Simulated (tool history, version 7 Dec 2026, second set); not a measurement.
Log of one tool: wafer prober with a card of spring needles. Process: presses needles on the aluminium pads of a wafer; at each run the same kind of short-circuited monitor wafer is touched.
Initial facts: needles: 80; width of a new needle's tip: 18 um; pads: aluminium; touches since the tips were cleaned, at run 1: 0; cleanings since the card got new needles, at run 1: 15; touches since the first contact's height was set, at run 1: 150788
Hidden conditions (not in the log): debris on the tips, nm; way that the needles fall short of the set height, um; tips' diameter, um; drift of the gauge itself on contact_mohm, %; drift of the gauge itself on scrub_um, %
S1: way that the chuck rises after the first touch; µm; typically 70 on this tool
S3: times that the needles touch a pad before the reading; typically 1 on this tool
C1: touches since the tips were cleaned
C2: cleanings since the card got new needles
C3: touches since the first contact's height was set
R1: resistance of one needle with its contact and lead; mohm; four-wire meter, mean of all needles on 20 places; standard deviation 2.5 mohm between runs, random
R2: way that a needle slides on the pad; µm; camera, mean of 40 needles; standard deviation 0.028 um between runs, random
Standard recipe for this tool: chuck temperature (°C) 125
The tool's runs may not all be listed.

Run 1, hour 0.0: usual settings; C1 0; C2 15; C3 150788. Result: R1 299 mohm, R2 17.78 µm.
Run 2, hour 21.5: usual settings but S1 68 µm; C1 6335; C2 15; C3 157123. Result: R1 398 mohm, R2 17.24 µm.
At hour 23.8: height of the first contact set anew.
At hour 30.7: tips cleaned on abrasive film.
Run 3, hour 53.3: usual settings but S1 76 µm; C1 6672; C2 16; C3 8680. Result: R1 376 mohm, R2 19.75 µm.
At hour 61.6: tips cleaned on abrasive film.
Run 4, hour 83.3: usual settings but S1 62 µm; C1 6404; C2 17; C3 17510. Result: R1 410 mohm, R2 16.07 µm.
At hour 91.0: tips cleaned on abrasive film.
Run 5, hour 117.7: usual settings but S1 62 µm; C1 7861; C2 18; C3 27615. Result: R1 407 mohm, R2 16.02 µm.
At hour 120.8: tips cleaned on abrasive film.
At hour 150.3: tips cleaned on abrasive film.
Run 6, hour 150.3: usual settings but S1 62 µm; C1 0; C2 20; C3 37209. Result: R1 308 mohm, R2 15.99 µm.
At hour 179.7: tips cleaned on abrasive film.
Run 7, hour 180.9: usual settings; C1 351; C2 21; C3 46212. Result: R1 302 mohm, R2 18.07 µm.
At hour 209.4: tips cleaned on abrasive film.
Run 8, hour 221.3: usual settings; C1 3520; C2 22; C3 58106. Result: R1 368 mohm, R2 17.99 µm.
At hour 239.2: tips cleaned on abrasive film.
Run 9, hour 261.9: usual settings; C1 6684; C2 23; C3 70053. Result: R1 390 mohm, R2 17.99 µm.
At hour 270.2: tips cleaned on abrasive film.
Run 10, hour 289.7: usual settings but S1 84 µm; C1 5751; C2 24; C3 78227. Result: R1 363 mohm, R2 21.62 µm.
At hour 301.3: tips cleaned on abrasive film.
Run 11, hour 316.5: usual settings but S1 84 µm; C1 4480; C2 25; C3 86121. Result: R1 351 mohm, R2 21.55 µm.
At hour 331.8: tips cleaned on abrasive film.
Run 12, hour 336.8: usual settings but chuck temperature (°C) 101; C1 1449; C2 26; C3 92077. Result: R1 330 mohm, R2 17.89 µm.
At hour 361.8: tips cleaned on abrasive film.
Run 13, hour 369.7: usual settings but S1 71 µm, chuck temperature (°C) 101; C1 2322; C2 27; C3 101773. Result: R1 341 mohm, R2 18.18 µm.
At hour 393.4: tips cleaned on abrasive film.
Run 14, hour 416.1: usual settings but S1 71 µm, chuck temperature (°C) 101; C1 6704; C2 28; C3 115463. Result: R1 387 mohm, R2 18.16 µm.
At hour 423.0: tips cleaned on abrasive film.
Run 15, hour 440.0: usual settings; C1 5021; C2 29; C3 122468. Result: R1 383 mohm, R2 17.82 µm.
At hour 452.7: tips cleaned on abrasive film.
Run 16, hour 462.5: usual settings but S1 79 µm; C1 2891; C2 30; C3 129101. Result: R1 344 mohm, R2 20.16 µm.
At hour 484.6: tips cleaned on abrasive film.
Run 17, hour 484.6: usual settings but S1 87 µm, chuck temperature (°C) 88; C1 0; C2 31; C3 135601. Result: R1 283 mohm, R2 22.21 µm.
At hour 514.0: tips cleaned on abrasive film.
Run 18, hour 515.8: usual settings but chuck temperature (°C) 45; C1 534; C2 32; C3 144768. Result: R1 291 mohm, R2 17.76 µm.
At hour 543.9: tips cleaned on abrasive film.
Run 19, hour 557.1: usual settings but chuck temperature (°C) 45; C1 3886; C2 33; C3 156926. Result: R1 372 mohm, R2 17.75 µm.
At hour 560.9: height of the first contact set anew.
At hour 575.0: tips cleaned on abrasive film.
Run 20, hour 588.2: usual settings but S1 54 µm; C1 3887; C2 34; C3 8024. Result: R1 418 mohm, R2 14.02 µm.
At hour 606.1: tips cleaned on abrasive film.
Run 21, hour 625.4: usual settings but chuck temperature (°C) 59, S3 2; C1 5700; C2 35; C3 18979. Result: R1 335 mohm, R2 18.13 µm.
At hour 636.4: tips cleaned on abrasive film.
Run 22, hour 653.0: usual settings but S1 64 µm, chuck temperature (°C) 67, S3 2; C1 4887; C2 36; C3 27106. Result: R1 337 mohm, R2 16.54 µm.
At hour 668.0: tips cleaned on abrasive film.
Run 23, hour 672.3: usual settings but S1 77 µm, chuck temperature (°C) 29; C1 1292; C2 37; C3 32792. Result: R1 296 mohm, R2 19.92 µm.
At hour 698.0: tips cleaned on abrasive film.
Run 24, hour 712.3: usual settings but S1 63 µm, chuck temperature (°C) 61, S3 2; C1 4204; C2 38; C3 44557. Result: R1 340 mohm, R2 16.28 µm.
At hour 729.1: tips cleaned on abrasive film.
Run 25, hour 746.4: usual settings but chuck temperature (°C) 32; C1 5108; C2 39; C3 54596. Result: R1 372 mohm, R2 18.05 µm.
At hour 762.1: tips cleaned on abrasive film.
Run 26, hour 782.7: usual settings but chuck temperature (°C) 27, S3 2; C1 6083; C2 40; C3 65291. Result: R1 330 mohm, R2 17.98 µm.
At hour 793.2: tips cleaned on abrasive film.
Run 27, hour 814.5: usual settings but chuck temperature (°C) 27, S3 2; C1 6298; C2 41; C3 74669. Result: R1 332 mohm, R2 18.02 µm.
At hour 823.4: tips cleaned on abrasive film.
At hour 853.6: tips cleaned on abrasive film.
Run 28, hour 859.8: usual settings but chuck temperature (°C) 42; C1 1813; C2 43; C3 87968. Result: R1 332 mohm, R2 17.89 µm.
Run 29, hour 882.5: usual settings but chuck temperature (°C) 42; C1 8509; C2 43; C3 94664. Result: R1 400 mohm, R2 17.92 µm.
At hour 886.6: tips cleaned on abrasive film.
At hour 918.3: tips cleaned on abrasive film.
Run 30, hour 920.6: usual settings but S1 81 µm, chuck temperature (°C) 38, S3 2; C1 677; C2 45; C3 105868. Result: R1 273 mohm, R2 20.71 µm.
At hour 948.3: tips cleaned on abrasive film.
Run 31, hour 958.1: usual settings but chuck temperature (°C) 105, S3 2; C1 2893; C2 46; C3 116911. Result: R1 330 mohm, R2 17.90 µm.
At hour 981.3: tips cleaned on abrasive film.
Run 32, hour 982.7: usual settings but chuck temperature (°C) 105; C1 401; C2 47; C3 124139. Result: R1 306 mohm, R2 17.79 µm.

Describe how what the log doesn't record of the tool's condition differs between the last listed run preceding each entry between runs and the first listed run following it.
Run 2 -> run 3: height of the first contact set anew (hour 23.8); tips cleaned on abrasive film (hour 30.7)
  debris on the tips, nm: 179.4 -> 185.7; way that the needles fall short of the set height, um: 1.49 -> 0.13; tips' diameter, um: 18.52 -> 18.57
  measured minus no-state result, R1: +106 -> +86 mohm; R2: -0.39 -> -0.03 µm
Run 3 -> run 4: tips cleaned on abrasive film (hour 61.6)
  debris on the tips, nm: 185.7 -> 178.6; way that the needles fall short of the set height, um: 0.13 -> 0.25; tips' diameter, um: 18.57 -> 18.61
  measured minus no-state result, R1: +86 -> +119 mohm; R2: -0.03 -> -0.07 µm
Run 4 -> run 5: tips cleaned on abrasive film (hour 91.0)
  debris on the tips, nm: 178.6 -> 189; way that the needles fall short of the set height, um: 0.25 -> 0.35; tips' diameter, um: 18.61 -> 18.64
  measured minus no-state result, R1: +119 -> +124 mohm; R2: -0.07 -> -0.09 µm
Run 5 -> run 6: tips cleaned on abrasive film (hour 120.8); tips cleaned on abrasive film (hour 150.3)
  debris on the tips, nm: 189 -> 22.3; way that the needles fall short of the set height, um: 0.35 -> 0.53; tips' diameter, um: 18.64 -> 18.71
  measured minus no-state result, R1: +124 -> +16 mohm; R2: -0.09 -> -0.13 µm
Run 6 -> run 7: tips cleaned on abrasive film (hour 179.7)
  debris on the tips, nm: 22.3 -> 26.6; way that the needles fall short of the set height, um: 0.53 -> 0.62; tips' diameter, um: 18.71 -> 18.74
  measured minus no-state result, R1: +16 -> +15 mohm; R2: -0.13 -> -0.16 µm
Run 7 -> run 8: tips cleaned on abrasive film (hour 209.4)
  debris on the tips, nm: 26.6 -> 133.2; way that the needles fall short of the set height, um: 0.62 -> 0.75; tips' diameter, um: 18.74 -> 18.78
  measured minus no-state result, R1: +15 -> +75 mohm; R2: -0.16 -> -0.19 µm
Run 8 -> run 9: tips cleaned on abrasive film (hour 239.2)
  debris on the tips, nm: 133.2 -> 184.9; way that the needles fall short of the set height, um: 0.75 -> 0.84; tips' diameter, um: 18.78 -> 18.82
  measured minus no-state result, R1: +75 -> +103 mohm; R2: -0.19 -> -0.22 µm
Run 9 -> run 10: tips cleaned on abrasive film (hour 270.2)
  debris on the tips, nm: 184.9 -> 170.4; way that the needles fall short of the set height, um: 0.84 -> 0.93; tips' diameter, um: 18.82 -> 18.85
  measured minus no-state result, R1: +103 -> +71 mohm; R2: -0.22 -> -0.24 µm
Run 10 -> run 11: tips cleaned on abrasive film (hour 301.3)
  debris on the tips, nm: 170.4 -> 155.6; way that the needles fall short of the set height, um: 0.93 -> 1.02; tips' diameter, um: 18.85 -> 18.88
  measured minus no-state result, R1: +71 -> +63 mohm; R2: -0.24 -> -0.26 µm
Run 11 -> run 12: tips cleaned on abrasive film (hour 331.8)
  debris on the tips, nm: 155.6 -> 86.6; way that the needles fall short of the set height, um: 1.02 -> 1.09; tips' diameter, um: 18.88 -> 18.91
  measured minus no-state result, R1: +63 -> +51 mohm; R2: -0.26 -> -0.29 µm
Run 12 -> run 13: tips cleaned on abrasive film (hour 361.8)
  debris on the tips, nm: 86.6 -> 110.6; way that the needles fall short of the set height, um: 1.09 -> 1.2; tips' diameter, um: 18.91 -> 18.94
  measured minus no-state result, R1: +51 -> +64 mohm; R2: -0.29 -> -0.32 µm
Run 13 -> run 14: tips cleaned on abrasive film (hour 393.4)
  debris on the tips, nm: 110.6 -> 186.2; way that the needles fall short of the set height, um: 1.2 -> 1.29; tips' diameter, um: 18.94 -> 18.97
  measured minus no-state result, R1: +64 -> +108 mohm; R2: -0.32 -> -0.34 µm
Run 14 -> run 15: tips cleaned on abrasive film (hour 423.0)
  debris on the tips, nm: 186.2 -> 158.8; way that the needles fall short of the set height, um: 1.29 -> 1.42; tips' diameter, um: 18.97 -> 19.02
  measured minus no-state result, R1: +108 -> +92 mohm; R2: -0.34 -> -0.37 µm
Run 15 -> run 16: tips cleaned on abrasive film (hour 452.7)
  debris on the tips, nm: 158.8 -> 120.6; way that the needles fall short of the set height, um: 1.42 -> 1.52; tips' diameter, um: 19.02 -> 19.05
  measured minus no-state result, R1: +92 -> +56 mohm; R2: -0.37 -> -0.39 µm
Run 16 -> run 17: tips cleaned on abrasive film (hour 484.6)
  debris on the tips, nm: 120.6 -> 11.9; way that the needles fall short of the set height, um: 1.52 -> 1.62; tips' diameter, um: 19.05 -> 19.09
  measured minus no-state result, R1: +56 -> +6 mohm; R2: -0.39 -> -0.42 µm
Run 17 -> run 18: tips cleaned on abrasive film (hour 514.0)
  debris on the tips, nm: 11.9 -> 42.9; way that the needles fall short of the set height, um: 1.62 -> 1.7; tips' diameter, um: 19.09 -> 19.12
  measured minus no-state result, R1: +6 -> +29 mohm; R2: -0.42 -> -0.44 µm
Run 18 -> run 19: tips cleaned on abrasive film (hour 543.9)
  debris on the tips, nm: 42.9 -> 149.3; way that the needles fall short of the set height, um: 1.7 -> 1.78; tips' diameter, um: 19.12 -> 19.15
  measured minus no-state result, R1: +29 -> +101 mohm; R2: -0.44 -> -0.46 µm
Run 19 -> run 20: height of the first contact set anew (hour 560.9); tips cleaned on abrasive film (hour 575.0)
  debris on the tips, nm: 149.3 -> 142.9; way that the needles fall short of the set height, um: 1.78 -> 0.09; tips' diameter, um: 19.15 -> 19.18
  measured minus no-state result, R1: +101 -> +127 mohm; R2: -0.46 -> -0.02 µm
Run 20 -> run 21: tips cleaned on abrasive film (hour 606.1)
  debris on the tips, nm: 142.9 -> 173.7; way that the needles fall short of the set height, um: 0.09 -> 0.17; tips' diameter, um: 19.18 -> 19.2
  measured minus no-state result, R1: +127 -> +66 mohm; R2: -0.02 -> -0.04 µm
Run 21 -> run 22: tips cleaned on abrasive film (hour 636.4)
  debris on the tips, nm: 173.7 -> 158.7; way that the needles fall short of the set height, um: 0.17 -> 0.3; tips' diameter, um: 19.2 -> 19.25
  measured minus no-state result, R1: +66 -> +69 mohm; R2: -0.04 -> -0.08 µm
Run 22 -> run 23: tips cleaned on abrasive film (hour 668.0)
  debris on the tips, nm: 158.7 -> 65.7; way that the needles fall short of the set height, um: 0.3 -> 0.37; tips' diameter, um: 19.25 -> 19.28
  measured minus no-state result, R1: +69 -> +37 mohm; R2: -0.08 -> -0.10 µm
Run 23 -> run 24: tips cleaned on abrasive film (hour 698.0)
  debris on the tips, nm: 65.7 -> 150.7; way that the needles fall short of the set height, um: 0.37 -> 0.47; tips' diameter, um: 19.28 -> 19.31
  measured minus no-state result, R1: +37 -> +70 mohm; R2: -0.10 -> -0.12 µm
Run 24 -> run 25: tips cleaned on abrasive film (hour 729.1)
  debris on the tips, nm: 150.7 -> 168.8; way that the needles fall short of the set height, um: 0.47 -> 0.54; tips' diameter, um: 19.31 -> 19.34
  measured minus no-state result, R1: +70 -> +113 mohm; R2: -0.12 -> -0.14 µm
Run 25 -> run 26: tips cleaned on abrasive film (hour 762.1)
  debris on the tips, nm: 168.8 -> 176.8; way that the needles fall short of the set height, um: 0.54 -> 0.66; tips' diameter, um: 19.34 -> 19.38
  measured minus no-state result, R1: +113 -> +72 mohm; R2: -0.14 -> -0.17 µm
Run 26 -> run 27: tips cleaned on abrasive film (hour 793.2)
  debris on the tips, nm: 176.8 -> 179.4; way that the needles fall short of the set height, um: 0.66 -> 0.78; tips' diameter, um: 19.38 -> 19.42
  measured minus no-state result, R1: +72 -> +73 mohm; R2: -0.17 -> -0.20 µm
Run 27 -> run 28: tips cleaned on abrasive film (hour 823.4); tips cleaned on abrasive film (hour 853.6)
  debris on the tips, nm: 179.4 -> 97.7; way that the needles fall short of the set height, um: 0.78 -> 1.01; tips' diameter, um: 19.42 -> 19.5
  measured minus no-state result, R1: +73 -> +66 mohm; R2: -0.20 -> -0.26 µm
Run 29 -> run 30: tips cleaned on abrasive film (hour 886.6); tips cleaned on abrasive film (hour 918.3)
  debris on the tips, nm: 194.7 -> 43.6; way that the needles fall short of the set height, um: 1.01 -> 1.21; tips' diameter, um: 19.5 -> 19.57
  measured minus no-state result, R1: +133 -> +14 mohm; R2: -0.27 -> -0.31 µm
Run 30 -> run 31: tips cleaned on abrasive film (hour 948.3)
  debris on the tips, nm: 43.6 -> 118.4; way that the needles fall short of the set height, um: 1.21 -> 1.33; tips' diameter, um: 19.57 -> 19.61
  measured minus no-state result, R1: +14 -> +46 mohm; R2: -0.31 -> -0.34 µm
Run 31 -> run 32: tips cleaned on abrasive film (hour 981.3)
  debris on the tips, nm: 118.4 -> 37.4; way that the needles fall short of the set height, um: 1.33 -> 1.45; tips' diameter, um: 19.61 -> 19.65
  measured minus no-state result, R1: +46 -> +25 mohm; R2: -0.34 -> -0.38 µm

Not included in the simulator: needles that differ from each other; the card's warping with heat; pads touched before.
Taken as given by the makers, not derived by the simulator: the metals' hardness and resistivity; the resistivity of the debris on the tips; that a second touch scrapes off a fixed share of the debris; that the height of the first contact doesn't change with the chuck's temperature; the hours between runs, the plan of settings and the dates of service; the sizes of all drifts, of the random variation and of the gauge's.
